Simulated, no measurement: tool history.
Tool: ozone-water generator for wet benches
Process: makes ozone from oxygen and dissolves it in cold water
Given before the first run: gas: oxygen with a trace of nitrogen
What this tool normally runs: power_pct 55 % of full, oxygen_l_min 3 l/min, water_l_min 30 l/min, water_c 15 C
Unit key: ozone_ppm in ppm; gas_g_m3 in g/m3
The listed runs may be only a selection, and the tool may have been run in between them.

run    hour  power_pct  oxygen_l_min  water_l_min  water_c  ozone_ppm  gas_g_m3
  1       0         55             3           30       15        8.7     170.2
  2   123.1         55             3           42       15        5.9     171.5
  3   298.1         55             3           42       15        6.1       171
  4   405.6         55          1.92           42       15        4.9     208.1
  5   494.9         55          1.92           42       15        4.9     207.9
  6   616.3         55             3           40       15        6.3     170.8
  7   738.1         55             3           40       15        6.1     170.3
  8   946.3         74             3           40       15        7.2     193.9
  9  1101.4         74             3           40       15        7.1     194.2
 10    1279         74             3           40       15        6.9     193.1
 11  1467.8         74             3           40       15        7.2     193.8
     1486.9  -- contactor cleaned
 12    1666         70          2.54           44       14          6     200.4
 13    1865         88          3.12           30       12       10.6     202.9
 14  2019.8         88          3.12           30       12       10.4     200.9
 15  2150.7         49          2.07           18       20       11.2     186.3
 16  2356.1         49          2.07           18       20       11.3     184.4
     2392.8  -- contactor cleaned, once more
 17  2459.7         67          2.07           46        8        4.9       214
 18  2605.6         55          5.18           30       20        9.5     130.9
 19  2819.7         99             3           30       19       10.5     213.2

Run 20, settings as shown, results not yet in. Your forecast:
 20  3012.9         99             3           30       19          ?         ?

Run 20 gave ozone_ppm 10.8 ppm, gas_g_m3 213.9 g/m3.
Take away the tool's hidden state, keep the run-to-run variation as it was, and the same run would have given ozone_ppm 12.9 ppm, gas_g_m3 253.4 g/m3.
